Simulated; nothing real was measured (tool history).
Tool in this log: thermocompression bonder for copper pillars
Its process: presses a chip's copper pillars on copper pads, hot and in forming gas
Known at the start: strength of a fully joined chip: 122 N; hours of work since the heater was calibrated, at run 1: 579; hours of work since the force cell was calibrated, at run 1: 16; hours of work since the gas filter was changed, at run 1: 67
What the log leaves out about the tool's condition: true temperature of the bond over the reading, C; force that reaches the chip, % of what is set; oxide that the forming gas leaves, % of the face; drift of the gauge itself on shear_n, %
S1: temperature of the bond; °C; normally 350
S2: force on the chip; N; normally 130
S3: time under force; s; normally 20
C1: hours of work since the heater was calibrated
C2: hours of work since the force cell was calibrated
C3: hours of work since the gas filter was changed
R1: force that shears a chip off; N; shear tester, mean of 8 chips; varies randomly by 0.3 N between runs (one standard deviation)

run	hour	S1	S2	S3	C1	C2	C3	R1
1	0.0	350	130	20	579	16	67	59.6
2	8.0	327	130	20	585	22	72	48.0
3	16.6	350	130	12	591	28	78	49.7
4	24.3	350	130	20	596	33	84	59.6
5	40.8	345	130	20	608	45	95	57.4
6	54.2	366	130	20	617	54	105	68.1
7	63.5	366	130	20	623	61	111	68.0
8	81.6	350	86	20	636	73	124	46.3
9	90.9	350	86	20	642	80	130	46.9
10	108.6	350	86	20	655	92	142	46.1
11	124.6	350	130	20	666	103	153	59.8
12	136.8	350	130	20	674	111	162	59.7
13	144.9	350	130	20	680	117	167	59.1
14	153.5	350	130	20	686	123	173	59.0
15	162.4	350	130	20	692	129	180	59.2
16	171.8	350	130	20	698	136	186	58.9
17	184.5	350	130	20	707	145	195	59.1
# hour 196.1: heater calibrated with a thermocouple chip
18	197.6	374	130	20	1	152	203	71.7
19	215.2	374	130	20	13	164	215	71.5
20	229.6	342	112	49	23	174	225	68.1
21	245.9	327	152	35	35	186	236	63.2
22	264.3	327	152	35	47	199	249	62.9
23	279.8	377	152	19	58	209	260	76.9
24	293.0	323	152	42	67	218	269	64.7
25	302.3	343	152	42	74	225	275	76.5
26	313.1	344	85	17	81	232	283	39.8
27	331.0	378	144	23	94	245	295	79.6
28	344.4	378	158	17	103	254	305	76.6
29	352.7	320	158	44	109	260	310	64.8
30	361.1	354	150	44	115	266	316	82.3
31	372.3	357	128	14	122	273	324	54.0
32	380.0	350	175	27	128	279	329	75.4
33	391.9	350	175	27	136	287	338	74.4
34	403.4	362	130	29	144	295	346	72.2
# hour 410.6: gauge calibrated
35	421.5	362	130	29	156	308	358	73.7
36	429.8	350	130	23	162	313	364	62.3
37	444.0	361	191	44	172	323	374	96.3

Alternative continuations, all from the tool just after run 37; predict every row:
A	455.0	328	90	14	180	331	381	?
B	455.0	350	159	55	180	331	381	?
C	455.0	347	191	44	180	331	381	?
D	455.0	371	130	32	180	331	381	?

run	R1
A	32.4
B	88.3
C	88.8
D	81.9
The same runs, with their run-to-run variation unchanged, on a tool lacking any hidden condition would have given:
run	R1
A	32.5
B	88.7
C	89.2
D	82.3

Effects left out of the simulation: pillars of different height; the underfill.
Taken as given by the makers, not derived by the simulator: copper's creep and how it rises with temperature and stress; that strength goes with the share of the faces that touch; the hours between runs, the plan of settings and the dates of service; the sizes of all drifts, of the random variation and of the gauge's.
